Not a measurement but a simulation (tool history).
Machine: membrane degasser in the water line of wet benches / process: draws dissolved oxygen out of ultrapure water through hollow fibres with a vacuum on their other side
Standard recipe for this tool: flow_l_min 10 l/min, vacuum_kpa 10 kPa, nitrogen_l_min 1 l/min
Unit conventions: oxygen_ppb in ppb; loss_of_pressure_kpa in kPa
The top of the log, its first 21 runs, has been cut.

run	hour	flow_l_min	vacuum_kpa	nitrogen_l_min	oxygen_ppb	loss_of_pressure_kpa
22	641.3	6	13.6	1	164.8	35.58
# hour 644.8: vacuum gauge calibrated
23	680	7	10	1.71	76.8	41.22
24	706.7	7	10	1.71	76.9	41.36
# hour 723.9: vacuum gauge calibrated, once more
25	742.6	10	8.7	0.44	278.5	58.56
26	784.3	10	6.5	0.44	173	59.34
27	813.6	10	20.3	1.96	219.7	58.7
28	860.1	10	13.5	0.69	347	59.27
29	895.9	10	12.3	1.54	150.8	59.02
30	941.6	11	9.1	0.93	172.4	64.54
31	985.7	9	15.3	1.84	156.1	53.38

5 options for the next run, each taken on its own from the tool as it stands now. Forecast them:
A	1010.4	10	20.7	1.19	?	?
B	1010.4	16	8.3	2.53	?	?
C	1010.4	16	10	1	?	?
D	1010.4	9	7.9	1.84	?	?
E	1010.4	9	15.3	1.84	?	?

run	oxygen_ppb	loss_of_pressure_kpa
A	358.9	58.95
B	104.6	94.46
C	269.7	94.44
D	60.6	53.61
E	150.3	53.13
Take away the tool's hidden state, keep each run's random variation, and the runs would have read:
run	oxygen_ppb	loss_of_pressure_kpa
A	344.7	57.08
B	97.1	91.47
C	258.7	91.45
D	56.7	51.92
E	142.6	51.46

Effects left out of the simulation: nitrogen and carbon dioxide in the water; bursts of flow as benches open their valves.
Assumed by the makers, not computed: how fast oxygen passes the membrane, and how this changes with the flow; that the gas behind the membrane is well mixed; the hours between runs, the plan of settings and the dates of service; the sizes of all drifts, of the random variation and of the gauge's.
